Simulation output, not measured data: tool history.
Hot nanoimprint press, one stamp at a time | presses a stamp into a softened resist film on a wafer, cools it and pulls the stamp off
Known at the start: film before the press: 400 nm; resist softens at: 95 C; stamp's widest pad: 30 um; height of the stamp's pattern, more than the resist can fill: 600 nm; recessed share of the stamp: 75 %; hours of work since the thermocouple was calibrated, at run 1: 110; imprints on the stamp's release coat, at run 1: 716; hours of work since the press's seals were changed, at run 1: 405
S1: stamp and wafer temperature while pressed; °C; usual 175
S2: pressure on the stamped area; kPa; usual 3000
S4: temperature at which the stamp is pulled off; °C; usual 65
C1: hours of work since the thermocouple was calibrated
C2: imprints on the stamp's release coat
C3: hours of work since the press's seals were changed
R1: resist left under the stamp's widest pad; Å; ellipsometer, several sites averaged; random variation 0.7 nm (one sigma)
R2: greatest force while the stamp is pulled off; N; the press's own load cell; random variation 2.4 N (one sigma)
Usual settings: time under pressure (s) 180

run 1 hour=0.0 | S1=175 S2=3000 time_under_pressure_(s)=180 S4=65 | C1=110 C2=716 C3=405 | R1=2173 R2=210
run 2 hour=24.8 | S1=175 S2=3000 time_under_pressure_(s)=180 S4=65 | C1=121 C2=750 C3=416 | R1=2148 R2=207
run 3 hour=64.9 | S1=175 S2=3000 time_under_pressure_(s)=180 S4=65 | C1=138 C2=804 C3=433 | R1=2167 R2=210
run 4 hour=105.3 | S1=175 S2=3000 time_under_pressure_(s)=180 S4=65 | C1=156 C2=860 C3=451 | R1=2161 R2=215
run 5 hour=131.9 | S1=175 S2=3000 time_under_pressure_(s)=180 S4=65 | C1=167 C2=896 C3=462 | R1=2154 R2=214
run 6 hour=179.4 | S1=187 S2=3000 time_under_pressure_(s)=180 S4=65 | C1=188 C2=961 C3=483 | R1=1688 R2=212
run 7 hour=208.0 | S1=187 S2=3000 time_under_pressure_(s)=180 S4=65 | C1=200 C2=1000 C3=495 | R1=1682 R2=216
run 8 hour=230.1 | S1=187 S2=3000 time_under_pressure_(s)=180 S4=65 | C1=210 C2=1030 C3=505 | R1=1693 R2=209
run 9 hour=255.0 | S1=187 S2=3000 time_under_pressure_(s)=180 S4=65 | C1=220 C2=1064 C3=515 | R1=1686 R2=220
run 10 hour=277.2 | S1=187 S2=3000 time_under_pressure_(s)=180 S4=65 | C1=230 C2=1095 C3=525 | R1=1674 R2=214
-- hour=287.9 stamp cleaned and given a new release coat
run 11 hour=313.4 | S1=175 S2=2990 time_under_pressure_(s)=180 S4=65 | C1=243 C2=35 C3=538 | R1=2187 R2=182
run 12 hour=341.1 | S1=175 S2=3000 time_under_pressure_(s)=180 S4=65 | C1=255 C2=73 C3=550 | R1=2179 R2=193
run 13 hour=367.8 | S1=175 S2=3000 time_under_pressure_(s)=180 S4=65 | C1=267 C2=110 C3=562 | R1=2183 R2=195
-- hour=387.5 plate thermocouple calibrated
run 14 hour=391.6 | S1=175 S2=3000 time_under_pressure_(s)=180 S4=65 | C1=2 C2=138 C3=571 | R1=2160 R2=189
run 15 hour=413.8 | S1=172 S2=3000 time_under_pressure_(s)=180 S4=65 | C1=11 C2=168 C3=580 | R1=2293 R2=191
run 16 hour=454.6 | S1=175 S2=3000 time_under_pressure_(s)=180 S4=65 | C1=29 C2=224 C3=598 | R1=2165 R2=193
run 17 hour=499.9 | S1=175 S2=2110 time_under_pressure_(s)=152 S4=52 | C1=49 C2=286 C3=617 | R1=2600 R2=212
run 18 hour=542.1 | S1=182 S2=3820 time_under_pressure_(s)=152 S4=52 | C1=67 C2=344 C3=635 | R1=1786 R2=208
run 19 hour=585.2 | S1=182 S2=3820 time_under_pressure_(s)=152 S4=52 | C1=85 C2=403 C3=654 | R1=1774 R2=215
run 20 hour=621.5 | S1=175 S2=3000 time_under_pressure_(s)=180 S4=71 | C1=101 C2=453 C3=670 | R1=2172 R2=194
run 21 hour=671.5 | S1=175 S2=4750 time_under_pressure_(s)=180 S4=58 | C1=123 C2=521 C3=691 | R1=1791 R2=209
run 22 hour=712.9 | S1=184 S2=3000 time_under_pressure_(s)=320 S4=55 | C1=141 C2=578 C3=709 | R1=1457 R2=216
run 23 hour=762.2 | S1=184 S2=3000 time_under_pressure_(s)=320 S4=55 | C1=162 C2=645 C3=731 | R1=1462 R2=219
run 24 hour=789.9 | S1=174 S2=1820 time_under_pressure_(s)=117 S4=73 | C1=174 C2=683 C3=743 | R1=2974 R2=200
run 25 hour=813.7 | S1=174 S2=1820 time_under_pressure_(s)=108 S4=53 | C1=184 C2=715 C3=753 | R1=3026 R2=222
run 26 hour=858.0 | S1=183 S2=1820 time_under_pressure_(s)=110 S4=61 | C1=203 C2=776 C3=772 | R1=2628 R2=217
run 27 hour=885.3 | S1=183 S2=1820 time_under_pressure_(s)=110 S4=61 | C1=215 C2=813 C3=784 | R1=2642 R2=212
run 28 hour=912.1 | S1=175 S2=2260 time_under_pressure_(s)=305 S4=65 | C1=227 C2=850 C3=795 | R1=2076 R2=210
run 29 hour=957.7 | S1=181 S2=3270 time_under_pressure_(s)=270 S4=54 | C1=246 C2=912 C3=815 | R1=1611 R2=230
run 30 hour=1005.1 | S1=175 S2=3660 time_under_pressure_(s)=180 S4=65 | C1=267 C2=977 C3=836 | R1=2028 R2=213
-- hour=1026.2 plate thermocouple calibrated
run 31 hour=1040.6 | S1=179 S2=3000 time_under_pressure_(s)=180 S4=56 | C1=6 C2=1022 C3=850 | R1=1992 R2=233

Forecast each of these 3 alternatives for the next run:
run A hour=1087.5 | S1=181 S2=2920 time_under_pressure_(s)=180 S4=71 | C1=26 C2=1086 C3=870 | R1=? R2=?
run B hour=1087.5 | S1=180 S2=3180 time_under_pressure_(s)=180 S4=66 | C1=26 C2=1086 C3=870 | R1=? R2=?
run C hour=1087.5 | S1=179 S2=1920 time_under_pressure_(s)=180 S4=53 | C1=26 C2=1086 C3=870 | R1=? R2=?

run=A R1=1930 R2=215
run=B R1=1906 R2=212
run=C R1=2394 R2=227
Without the tool's hidden state the same runs would have given:
run=A R1=1866 R2=183
run=B R1=1835 R2=180
run=C R1=2353 R2=193

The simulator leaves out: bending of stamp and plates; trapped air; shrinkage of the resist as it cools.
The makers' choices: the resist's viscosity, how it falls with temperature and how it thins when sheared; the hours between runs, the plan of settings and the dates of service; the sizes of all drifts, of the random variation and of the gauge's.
